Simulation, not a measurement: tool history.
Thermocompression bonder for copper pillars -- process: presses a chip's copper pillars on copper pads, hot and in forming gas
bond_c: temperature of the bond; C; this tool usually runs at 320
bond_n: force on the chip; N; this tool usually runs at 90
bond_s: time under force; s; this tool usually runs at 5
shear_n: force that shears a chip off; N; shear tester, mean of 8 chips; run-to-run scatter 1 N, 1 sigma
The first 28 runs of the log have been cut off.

run,hour,bond_c,bond_n,bond_s,shear_n
29,1145.1,348,103,3,98.6
30,1201.4,328,107,4,94.0
# hour 1220.1: forming gas filter changed
31,1246.5,330,54,4,65.7
32,1284.0,330,62,13,97.2
33,1312.5,305,80,5,74.0
34,1338.5,341,90,11,109.7
35,1370.0,310,90,5,82.8
36,1414.4,343,90,12,113.1
37,1449.2,320,90,4,82.6
38,1489.6,350,101,10,113.7
39,1523.1,350,61,6,92.2

Predict each of these 4 candidate next runs independently; none follows another, all start after run 39:
A,1552.4,346,61,6,?
B,1552.4,320,86,3,?
C,1552.4,320,110,5,?
D,1552.4,296,101,14,?

run,shear_n
A,89.0
B,74.8
C,98.0
D,98.8
Take away the tool's hidden state, keep each run's random variation, and the runs would have read:
run,shear_n
A,89.1
B,74.8
C,98.0
D,98.9

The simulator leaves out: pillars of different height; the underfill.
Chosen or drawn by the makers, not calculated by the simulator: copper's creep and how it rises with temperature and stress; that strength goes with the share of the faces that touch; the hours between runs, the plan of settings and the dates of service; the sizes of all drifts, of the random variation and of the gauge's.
